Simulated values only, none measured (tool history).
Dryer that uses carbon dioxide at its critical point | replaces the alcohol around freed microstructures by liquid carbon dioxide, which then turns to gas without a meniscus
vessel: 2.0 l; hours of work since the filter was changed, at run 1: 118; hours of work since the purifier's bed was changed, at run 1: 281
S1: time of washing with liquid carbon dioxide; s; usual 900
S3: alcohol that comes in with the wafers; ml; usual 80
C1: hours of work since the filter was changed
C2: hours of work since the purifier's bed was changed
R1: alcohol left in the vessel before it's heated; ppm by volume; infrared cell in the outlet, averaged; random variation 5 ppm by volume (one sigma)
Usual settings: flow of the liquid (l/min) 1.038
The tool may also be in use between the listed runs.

Run 1, day 0: usual settings; C1 118; C2 281. Result: R1 109 ppm by volume.
Run 2, day 1.854: usual settings; C1 144; C2 307. Result: R1 108 ppm by volume.
Run 3, day 3.929: usual settings but flow of the liquid (l/min) 1.51; C1 173; C2 336. Result: R1 88 ppm by volume.
Run 4, day 6.192: usual settings but flow of the liquid (l/min) 1.51; C1 205; C2 368. Result: R1 90 ppm by volume.
Run 5, day 8.712: usual settings but flow of the liquid (l/min) 1.51; C1 241; C2 404. Result: R1 100 ppm by volume.
Run 6, day 10.138: usual settings but flow of the liquid (l/min) 1.51; C1 261; C2 424. Result: R1 105 ppm by volume.
Run 7, day 11.333: usual settings; C1 278; C2 441. Result: R1 159 ppm by volume.
Run 8, day 13.033: usual settings; C1 302; C2 465. Result: R1 162 ppm by volume.
Run 9, day 14.971: usual settings; C1 330; C2 493. Result: R1 170 ppm by volume.
At day 15.15: inlet filter changed.
Run 10, day 16.358: usual settings; C1 17; C2 512. Result: R1 160 ppm by volume.
Run 11, day 18.862: usual settings; C1 53; C2 547. Result: R1 162 ppm by volume.
Run 12, day 21.429: usual settings but flow of the liquid (l/min) 1.33; C1 89; C2 584. Result: R1 145 ppm by volume.
Run 13, day 23.846: usual settings but flow of the liquid (l/min) 0.91; C1 123; C2 618. Result: R1 247 ppm by volume.
Run 14, day 25.5: usual settings but flow of the liquid (l/min) 0.91; C1 147; C2 641. Result: R1 255 ppm by volume.
Run 15, day 27.775: usual settings but flow of the liquid (l/min) 0.91; C1 179; C2 673. Result: R1 279 ppm by volume.
Run 16, day 29.296: usual settings but flow of the liquid (l/min) 0.91; C1 200; C2 695. Result: R1 288 ppm by volume.
Run 17, day 31.471: usual settings but flow of the liquid (l/min) 0.91; C1 231; C2 726. Result: R1 293 ppm by volume.
Run 18, day 32.629: usual settings; C1 247; C2 742. Result: R1 241 ppm by volume.
Run 19, day 35.2: usual settings; C1 284; C2 779. Result: R1 242 ppm by volume.
Run 20, day 36.271: usual settings but S3 31 ml; C1 299; C2 794. Result: R1 208 ppm by volume.
Run 21, day 38.225: usual settings but S3 31 ml; C1 327; C2 821. Result: R1 214 ppm by volume.
At day 38.621: inlet filter changed.
Run 22, day 40.046: usual settings but S3 31 ml; C1 20; C2 847. Result: R1 211 ppm by volume.
Run 23, day 42.525: usual settings but S3 31 ml; C1 55; C2 882. Result: R1 214 ppm by volume.
At day 43.433: purifier's bed changed.
Run 24, day 44.542: usual settings but S3 31 ml; C1 82; C2 16. Result: R1 26 ppm by volume.
Run 25, day 46.417: usual settings but S1 600 s, flow of the liquid (l/min) 0.79, S3 93 ml; C1 109; C2 42. Result: R1 1473 ppm by volume.
Run 26, day 48.233: usual settings but flow of the liquid (l/min) 0.63; C1 134; C2 68. Result: R1 752 ppm by volume.
Run 27, day 49.804: usual settings but flow of the liquid (l/min) 0.63; C1 157; C2 90. Result: R1 774 ppm by volume.
Run 28, day 51.546: usual settings but S1 1080 s, flow of the liquid (l/min) 0.8, S3 99 ml; C1 181; C2 115. Result: R1 139 ppm by volume.
Run 29, day 54.058: usual settings but S1 1080 s, flow of the liquid (l/min) 0.8, S3 99 ml; C1 217; C2 150. Result: R1 155 ppm by volume.
Run 30, day 56.512: usual settings but S1 960 s, S3 33 ml; C1 252; C2 185. Result: R1 69 ppm by volume.
Run 31, day 57.65: usual settings but S1 960 s, S3 70 ml; C1 268; C2 201. Result: R1 80 ppm by volume.
Run 32, day 59.846: usual settings but S1 960 s, S3 70 ml; C1 299; C2 232. Result: R1 90 ppm by volume.
Run 33, day 62.079: usual settings but S1 960 s, flow of the liquid (l/min) 1.37, S3 21 ml; C1 330; C2 264. Result: R1 71 ppm by volume.
At day 62.279: inlet filter changed.
Run 34, day 63.575: usual settings but flow of the liquid (l/min) 0.8; C1 18; C2 285. Result: R1 258 ppm by volume.
Run 35, day 65.279: usual settings but flow of the liquid (l/min) 0.8; C1 42; C2 309. Result: R1 259 ppm by volume.
Run 36, day 67.458: usual settings but flow of the liquid (l/min) 0.8; C1 73; C2 340. Result: R1 281 ppm by volume.
Run 37, day 69.321: usual settings but S1 540 s, flow of the liquid (l/min) 0.73, S3 63 ml; C1 100; C2 366. Result: R1 1880 ppm by volume.
Run 38, day 71.154: usual settings but S1 720 s, flow of the liquid (l/min) 1.49, S3 106 ml; C1 126; C2 392. Result: R1 101 ppm by volume.
Run 39, day 72.479: usual settings but S1 660 s, flow of the liquid (l/min) 0.72, S3 70 ml; C1 144; C2 411. Result: R1 1306 ppm by volume.
Run 40, day 74.525: usual settings but S1 660 s, flow of the liquid (l/min) 1.69, S3 40 ml; C1 173; C2 440. Result: R1 117 ppm by volume.
Run 41, day 76.225: usual settings but S1 660 s, flow of the liquid (l/min) 1.69, S3 40 ml; C1 197; C2 464. Result: R1 122 ppm by volume.
Run 42, day 77.612: usual settings but S1 720 s, flow of the liquid (l/min) 0.93, S3 40 ml; C1 217; C2 483. Result: R1 271 ppm by volume.
Run 43, day 79.242: usual settings but S1 780 s, flow of the liquid (l/min) 1.71, S3 39 ml; C1 240; C2 506. Result: R1 126 ppm by volume.
Run 44, day 80.362: usual settings but S1 780 s, flow of the liquid (l/min) 1.71, S3 39 ml; C1 256; C2 522. Result: R1 130 ppm by volume.
Run 45, day 82.375: usual settings but S1 660 s, flow of the liquid (l/min) 1.71, S3 21 ml; C1 285; C2 551. Result: R1 137 ppm by volume.

5 ways to go on from here, each from the tool as it stands after run 45. What would each give?
Run A, day 84.438: usual settings but S1 780 s, flow of the liquid (l/min) 1.08; C1 314; C2 580. Result: R1 ?.
Run B, day 84.438: usual settings but flow of the liquid (l/min) 0.97, S3 46 ml; C1 314; C2 580. Result: R1 ?.
Run C, day 84.438: usual settings but S1 1080 s, flow of the liquid (l/min) 1.36, S3 35 ml; C1 314; C2 580. Result: R1 ?.
Run D, day 84.438: usual settings but S1 960 s; C1 314; C2 580. Result: R1 ?.
Run E, day 84.438: usual settings; C1 314; C2 580. Result: R1 ?.

run   R1
  A  249
  B  193
  C  141
  D  182
  E  192
Without the tool's hidden state the same runs would have given:
run  R1
  A  64
  B  32
  C   7
  D  26
  E  30
